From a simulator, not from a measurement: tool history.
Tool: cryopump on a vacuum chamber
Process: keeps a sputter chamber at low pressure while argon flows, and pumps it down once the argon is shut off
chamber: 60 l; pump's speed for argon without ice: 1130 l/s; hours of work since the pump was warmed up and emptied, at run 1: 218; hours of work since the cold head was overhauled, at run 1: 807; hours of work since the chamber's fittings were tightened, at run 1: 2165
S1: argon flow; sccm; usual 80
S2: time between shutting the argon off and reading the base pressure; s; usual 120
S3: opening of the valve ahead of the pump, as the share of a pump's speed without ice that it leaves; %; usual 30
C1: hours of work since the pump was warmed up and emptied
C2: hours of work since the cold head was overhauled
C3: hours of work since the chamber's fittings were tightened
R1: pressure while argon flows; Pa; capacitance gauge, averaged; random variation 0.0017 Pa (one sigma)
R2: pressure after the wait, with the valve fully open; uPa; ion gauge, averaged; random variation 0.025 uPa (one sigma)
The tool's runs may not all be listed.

| run | hour | S1 | S2 | S3 | C1 | C2 | C3 | R1 | R2 |
|---|---|---|---|---|---|---|---|---|---|
| 1 | 0 | 80 | 120 | 30 | 218 | 807 | 2165 | 0.4084 | 1.92 |
| 2 | 28.8 | 80 | 120 | 30 | 243 | 831 | 2190 | 0.4066 | 1.95 |
| 3 | 56.9 | 80 | 120 | 30 | 267 | 855 | 2214 | 0.411 | 2 |
| 4 | 75.2 | 80 | 120 | 37 | 283 | 871 | 2229 | 0.332 | 2.01 |
| 5 | 102.9 | 80 | 120 | 37 | 306 | 895 | 2253 | 0.3348 | 2.05 |
| 6 | 120.4 | 80 | 120 | 37 | 321 | 909 | 2268 | 0.3373 | 2.12 |
| 7 | 138.1 | 80 | 120 | 37 | 337 | 925 | 2283 | 0.337 | 2.09 |
| 8 | 158.7 | 80 | 58 | 30 | 354 | 942 | 2301 | 0.4096 | 2.78 |
| 9 | 173.3 | 80 | 58 | 30 | 367 | 955 | 2313 | 0.4112 | 2.76 |
| 10 | 188.7 | 97 | 273 | 30 | 380 | 968 | 2326 | 0.4997 | 1.76 |
| 11 | 203.2 | 97 | 273 | 30 | 392 | 980 | 2339 | 0.5 | 1.8 |
| 12 | 227 | 71 | 137 | 16 | 413 | 1001 | 2359 | 0.6771 | 2.08 |
| 13 | 240.8 | 38 | 120 | 25 | 424 | 1012 | 2371 | 0.2324 | 2.12 |
| 14 | 268.4 | 55 | 120 | 30 | 448 | 1036 | 2395 | 0.2865 | 2.23 |
| 15 | 285.6 | 33 | 120 | 53 | 463 | 1051 | 2409 | 0.1009 | 2.13 |
| 16 | 302.4 | 49 | 74 | 50 | 477 | 1065 | 2424 | 0.1574 | 2.7 |

Forecast each of these 5 alternatives for the next run:
| A | 327.3 | 54 | 74 | 50 | 498 | 1086 | 2445 | ? | ? |
| B | 327.3 | 84 | 74 | 50 | 498 | 1086 | 2445 | ? | ? |
| C | 327.3 | 49 | 74 | 16 | 498 | 1086 | 2445 | ? | ? |
| D | 327.3 | 143 | 265 | 16 | 498 | 1086 | 2445 | ? | ? |
| E | 327.3 | 74 | 28 | 21 | 498 | 1086 | 2445 | ? | ? |

| run | R1 | R2 |
|---|---|---|
| A | 0.1743 | 2.72 |
| B | 0.2726 | 2.73 |
| C | 0.4697 | 2.58 |
| D | 1.372 | 1.84 |
| E | 0.5458 | 4.42 |
Without the tool's hidden state the same runs would have given:
| run | R1 | R2 |
|---|---|---|
| A | 0.1612 | 1.4 |
| B | 0.2521 | 1.43 |
| C | 0.4578 | 1.33 |
| D | 1.3371 | 0.58 |
| E | 0.5277 | 3.17 |

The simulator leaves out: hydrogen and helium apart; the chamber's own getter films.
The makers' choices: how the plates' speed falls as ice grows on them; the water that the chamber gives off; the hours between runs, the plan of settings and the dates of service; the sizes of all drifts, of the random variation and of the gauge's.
